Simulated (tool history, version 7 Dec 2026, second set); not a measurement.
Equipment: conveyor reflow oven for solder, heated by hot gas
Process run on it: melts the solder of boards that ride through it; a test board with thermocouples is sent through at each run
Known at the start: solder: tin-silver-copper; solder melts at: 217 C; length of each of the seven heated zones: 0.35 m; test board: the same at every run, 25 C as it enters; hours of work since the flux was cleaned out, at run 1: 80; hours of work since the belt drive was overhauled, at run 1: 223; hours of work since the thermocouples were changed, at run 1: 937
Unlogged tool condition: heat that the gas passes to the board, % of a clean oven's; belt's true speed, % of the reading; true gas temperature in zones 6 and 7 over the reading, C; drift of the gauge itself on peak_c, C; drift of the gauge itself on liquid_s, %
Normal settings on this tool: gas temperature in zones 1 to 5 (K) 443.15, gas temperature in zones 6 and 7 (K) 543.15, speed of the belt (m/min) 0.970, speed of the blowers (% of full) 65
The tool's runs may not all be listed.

run	hour	gas temperature in zones 1 to 5 (K)	gas temperature in zones 6 and 7 (K)	speed of the belt (m/min)	speed of the blowers (% of full)	hours of work since the flux was cleaned out	hours of work since the belt drive was overhauled	hours of work since the thermocouples were changed	highest temperature of the board (K)	time above the solder's melting point (s)
1	0.0	443.15	543.15	0.970	65	80	223	937	525.05	30.9
2	24.1	443.15	543.15	0.970	65	96	239	954	524.95	30.8
# hour 30.1: thermocouples of zones 6 and 7 changed
3	39.8	443.15	543.15	0.970	65	106	249	7	523.15	30.1
4	51.7	443.15	543.15	0.970	65	114	257	15	523.15	29.9
5	65.2	443.15	543.15	0.970	65	123	266	24	522.85	30.0
6	86.2	443.15	543.15	0.970	65	138	281	39	522.95	30.1
7	114.7	443.15	543.15	0.970	65	158	301	59	523.15	30.1
8	135.3	443.15	543.15	0.970	65	172	315	73	523.05	29.8
9	152.4	443.15	543.15	0.970	65	184	327	85	522.55	29.7
# hour 168.2: flux residue cleaned out of gas plates and filters
10	171.3	443.15	543.15	0.970	65	2	336	94	524.15	30.7
11	190.0	443.15	543.15	0.970	65	15	349	107	523.95	30.5
12	210.0	443.15	543.15	0.970	61	29	363	121	521.85	29.6
13	231.3	443.15	538.15	0.970	61	44	378	136	518.05	27.3
14	254.4	443.15	538.15	0.970	61	60	394	152	518.05	27.3
15	275.2	443.15	543.15	0.970	65	74	408	166	523.65	30.3
16	300.2	443.15	543.15	0.970	65	91	425	183	523.65	30.5
17	325.7	443.15	548.15	0.970	87	109	443	201	534.45	35.2
18	341.3	443.15	548.15	0.970	55	120	454	212	523.15	29.8
19	366.2	447.15	548.15	0.927	55	137	471	229	526.35	33.7
20	384.4	441.15	543.15	0.789	89	150	484	242	535.35	44.2
21	406.3	458.15	543.15	0.847	65	165	499	257	530.55	42.2
22	434.7	435.15	543.15	0.970	56	184	518	277	517.45	25.3
# hour 451.2: flux residue cleaned out of gas plates and filters
23	465.2	435.15	543.15	0.970	56	10	536	294	519.25	26.4
24	488.1	430.15	557.15	0.970	90	26	552	310	543.05	35.7
25	503.3	430.15	557.15	0.970	90	36	562	321	542.75	35.6
26	518.0	445.15	537.15	1.053	56	46	573	331	512.95	22.1
27	535.5	445.15	537.15	1.021	86	58	585	343	524.15	30.3
28	549.6	451.15	532.15	0.970	55	68	595	353	512.65	25.9
29	574.4	436.15	553.15	0.851	62	85	612	370	535.35	38.9
30	603.5	436.15	553.15	0.890	63	105	632	390	534.25	36.7
31	623.0	456.15	543.15	0.970	66	119	645	403	526.95	34.8

Predict each of these 3 candidate next runs independently; none follows another, all start after run 31:
A	645.6	443.15	543.15	0.970	65	135	661	419	?	?
B	645.6	456.15	543.15	0.896	66	135	661	419	?	?
C	645.6	456.15	551.15	0.970	66	135	661	419	?	?

run	highest temperature of the board (K)	time above the solder's melting point (s)
A	524.25	30.7
B	529.45	39.1
C	534.05	37.5
Without the tool's unlogged condition, the same runs would have read:
run	highest temperature of the board (K)	time above the solder's melting point (s)
A	523.75	30.4
B	528.85	38.7
C	533.55	37.2
